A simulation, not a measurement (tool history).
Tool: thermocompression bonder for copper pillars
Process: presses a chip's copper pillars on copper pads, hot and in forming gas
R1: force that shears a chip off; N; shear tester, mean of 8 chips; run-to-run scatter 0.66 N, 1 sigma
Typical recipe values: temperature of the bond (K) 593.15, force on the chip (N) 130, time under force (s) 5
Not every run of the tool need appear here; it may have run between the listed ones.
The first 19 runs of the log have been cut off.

{"hour": 986.9, "done": "forming gas filter changed"}
{"run": 20, "hour": 1052.2, "temperature of the bond (K)": 593.15, "force on the chip (N)": 130, "time under force (s)": 5, "R1": 61.6}
{"run": 21, "hour": 1101.5, "temperature of the bond (K)": 593.15, "force on the chip (N)": 130, "time under force (s)": 5, "R1": 59.6}
{"run": 22, "hour": 1182.4, "temperature of the bond (K)": 614.15, "force on the chip (N)": 115, "time under force (s)": 5, "R1": 68}
{"run": 23, "hour": 1229.5, "temperature of the bond (K)": 587.15, "force on the chip (N)": 132, "time under force (s)": 5, "R1": 57}
{"run": 24, "hour": 1285.6, "temperature of the bond (K)": 604.15, "force on the chip (N)": 130, "time under force (s)": 8, "R1": 71.4}
{"run": 25, "hour": 1325.4, "temperature of the bond (K)": 608.15, "force on the chip (N)": 126, "time under force (s)": 9, "R1": 74.5}
{"run": 26, "hour": 1377.4, "temperature of the bond (K)": 593.15, "force on the chip (N)": 130, "time under force (s)": 5, "R1": 60.7}
{"run": 27, "hour": 1438.5, "temperature of the bond (K)": 593.15, "force on the chip (N)": 149, "time under force (s)": 12, "R1": 76}
{"run": 28, "hour": 1478.0, "temperature of the bond (K)": 588.15, "force on the chip (N)": 130, "time under force (s)": 5, "R1": 57.5}
{"run": 29, "hour": 1514.3, "temperature of the bond (K)": 598.15, "force on the chip (N)": 114, "time under force (s)": 6, "R1": 63.3}
{"run": 30, "hour": 1571.7, "temperature of the bond (K)": 584.15, "force on the chip (N)": 111, "time under force (s)": 3, "R1": 44.9}
{"hour": 1600.7, "done": "heater calibrated with a thermocouple chip"}
{"hour": 1614.8, "done": "forming gas filter changed"}
{"run": 31, "hour": 1627.8, "temperature of the bond (K)": 615.15, "force on the chip (N)": 152, "time under force (s)": 5, "R1": 72.6}
{"run": 32, "hour": 1664.5, "temperature of the bond (K)": 593.15, "force on the chip (N)": 130, "time under force (s)": 9, "R1": 69.3}
{"run": 33, "hour": 1731.3, "temperature of the bond (K)": 593.15, "force on the chip (N)": 130, "time under force (s)": 9, "R1": 69}
{"run": 34, "hour": 1786.9, "temperature of the bond (K)": 593.15, "force on the chip (N)": 101, "time under force (s)": 5, "R1": 56.1}
{"run": 35, "hour": 1867.4, "temperature of the bond (K)": 593.15, "force on the chip (N)": 130, "time under force (s)": 3, "R1": 52.8}
{"run": 36, "hour": 1927.0, "temperature of the bond (K)": 599.15, "force on the chip (N)": 125, "time under force (s)": 6, "R1": 65.1}
{"run": 37, "hour": 1986.3, "temperature of the bond (K)": 599.15, "force on the chip (N)": 165, "time under force (s)": 6, "R1": 68.8}
{"run": 38, "hour": 2049.4, "temperature of the bond (K)": 599.15, "force on the chip (N)": 165, "time under force (s)": 6, "R1": 70.8}
{"run": 39, "hour": 2091.4, "temperature of the bond (K)": 620.15, "force on the chip (N)": 130, "time under force (s)": 3, "R1": 65.7}
{"run": 40, "hour": 2157.4, "temperature of the bond (K)": 620.15, "force on the chip (N)": 130, "time under force (s)": 3, "R1": 65.9}

Alternative continuations, all from the tool just after run 40; predict every row:
{"run": "A", "hour": 2191.5, "temperature of the bond (K)": 610.15, "force on the chip (N)": 143, "time under force (s)": 4, "R1": "?"}
{"run": "B", "hour": 2191.5, "temperature of the bond (K)": 589.15, "force on the chip (N)": 130, "time under force (s)": 5, "R1": "?"}
{"run": "C", "hour": 2191.5, "temperature of the bond (K)": 620.15, "force on the chip (N)": 130, "time under force (s)": 11, "R1": "?"}

run=A R1=69
run=B R1=59
run=C R1=79.7
What these runs would have given with no unlogged condition in the tool:
run=A R1=69.1
run=B R1=59.1
run=C R1=79.8
